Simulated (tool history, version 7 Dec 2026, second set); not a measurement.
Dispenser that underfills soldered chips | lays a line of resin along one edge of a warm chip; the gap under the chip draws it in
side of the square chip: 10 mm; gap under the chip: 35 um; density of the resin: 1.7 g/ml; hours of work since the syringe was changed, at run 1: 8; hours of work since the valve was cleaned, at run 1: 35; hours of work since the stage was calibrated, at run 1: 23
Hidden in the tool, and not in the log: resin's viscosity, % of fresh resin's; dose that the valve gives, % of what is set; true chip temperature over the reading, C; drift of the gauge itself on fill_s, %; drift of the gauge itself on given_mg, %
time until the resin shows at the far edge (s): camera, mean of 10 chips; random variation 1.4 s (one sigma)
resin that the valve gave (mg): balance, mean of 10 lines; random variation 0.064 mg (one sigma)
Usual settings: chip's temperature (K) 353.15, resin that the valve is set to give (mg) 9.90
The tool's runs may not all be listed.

| run | hour | chip's temperature (K) | resin that the valve is set to give (mg) | hours of work since the syringe was changed | hours of work since the valve was cleaned | hours of work since the stage was calibrated | time until the resin shows at the far edge (s) | resin that the valve gave (mg) |
|---|---|---|---|---|---|---|---|---|
| 1 | 0.0 | 353.15 | 9.90 | 8 | 35 | 23 | 267.4 | 9.63 |
|  | 1.9 | new syringe of resin |
| 2 | 6.0 | 353.15 | 9.90 | 3 | 39 | 27 | 178.7 | 9.61 |
|  | 15.3 | new syringe of resin |
| 3 | 15.8 | 353.15 | 9.90 | 0 | 46 | 33 | 142.3 | 9.44 |
|  | 28.2 | new syringe of resin |
| 4 | 28.2 | 353.15 | 9.90 | 0 | 54 | 42 | 137.2 | 9.37 |
|  | 41.0 | new syringe of resin |
| 5 | 41.0 | 353.15 | 9.90 | 0 | 63 | 51 | 141.5 | 9.32 |
| 6 | 52.5 | 339.15 | 9.90 | 8 | 72 | 60 | 510.7 | 9.36 |
|  | 54.7 | new syringe of resin |
| 7 | 61.0 | 339.15 | 9.90 | 4 | 78 | 65 | 381.5 | 9.24 |
|  | 67.7 | new syringe of resin |
| 8 | 71.3 | 353.15 | 9.90 | 3 | 85 | 73 | 172.1 | 9.23 |
| 9 | 79.8 | 353.15 | 9.90 | 9 | 91 | 79 | 290.4 | 9.06 |
|  | 80.7 | new syringe of resin |
| 10 | 85.6 | 353.15 | 9.90 | 4 | 95 | 83 | 185.2 | 9.05 |
| 11 | 91.5 | 353.15 | 9.90 | 8 | 99 | 87 | 267.1 | 8.93 |
|  | 94.0 | new syringe of resin |
| 12 | 100.2 | 353.15 | 9.90 | 5 | 105 | 93 | 206.1 | 8.94 |
| 13 | 106.1 | 353.15 | 9.90 | 9 | 109 | 97 | 292.3 | 8.98 |
|  | 107.5 | new syringe of resin |
| 14 | 117.3 | 353.15 | 9.90 | 7 | 117 | 105 | 257.7 | 8.96 |
|  | 120.3 | new syringe of resin |
| 15 | 125.7 | 353.15 | 9.90 | 4 | 123 | 111 | 199.9 | 8.97 |
|  | 133.2 | dispensing valve cleaned and set on the balance |
|  | 134.4 | new syringe of resin |
| 16 | 138.3 | 353.15 | 9.90 | 3 | 3 | 119 | 181.4 | 9.92 |
|  | 147.8 | new syringe of resin |
| 17 | 148.0 | 355.15 | 9.90 | 0 | 10 | 126 | 134.3 | 9.93 |
| 18 | 154.9 | 346.15 | 9.03 | 5 | 15 | 131 | 308.9 | 8.90 |
|  | 160.8 | new syringe of resin |
| 19 | 164.4 | 353.15 | 12.86 | 3 | 22 | 138 | 176.3 | 12.51 |
|  | 173.7 | new syringe of resin |
| 20 | 174.8 | 353.15 | 12.86 | 1 | 29 | 145 | 152.6 | 12.56 |
|  | 187.1 | new syringe of resin |
| 21 | 187.1 | 353.15 | 12.86 | 0 | 38 | 154 | 141.6 | 12.41 |
| 22 | 192.2 | 353.15 | 12.86 | 4 | 41 | 157 | 187.1 | 12.31 |
| 23 | 198.3 | 353.15 | 12.86 | 8 | 46 | 162 | 272.6 | 12.40 |
|  | 200.6 | new syringe of resin |
| 24 | 203.9 | 340.15 | 12.06 | 2 | 50 | 165 | 310.6 | 11.48 |
| 25 | 211.7 | 340.15 | 12.06 | 8 | 55 | 171 | 483.6 | 11.52 |
|  | 213.7 | new syringe of resin |
| 26 | 224.3 | 359.15 | 10.72 | 8 | 64 | 180 | 209.6 | 10.14 |

The next listed run, before its measurement:
|  | 226.9 | new syringe of resin |
| 27 | 231.4 | 367.15 | 9.36 | 3 | 69 | 185 | ? | ? |

{"run 27": {"time until the resin shows at the far edge (s)": 106.6, "resin that the valve gave (mg)": 8.73}}
Without the tool's hidden state the same run would have given time until the resin shows at the far edge (s) 76.5, resin that the valve gave (mg) 9.32.
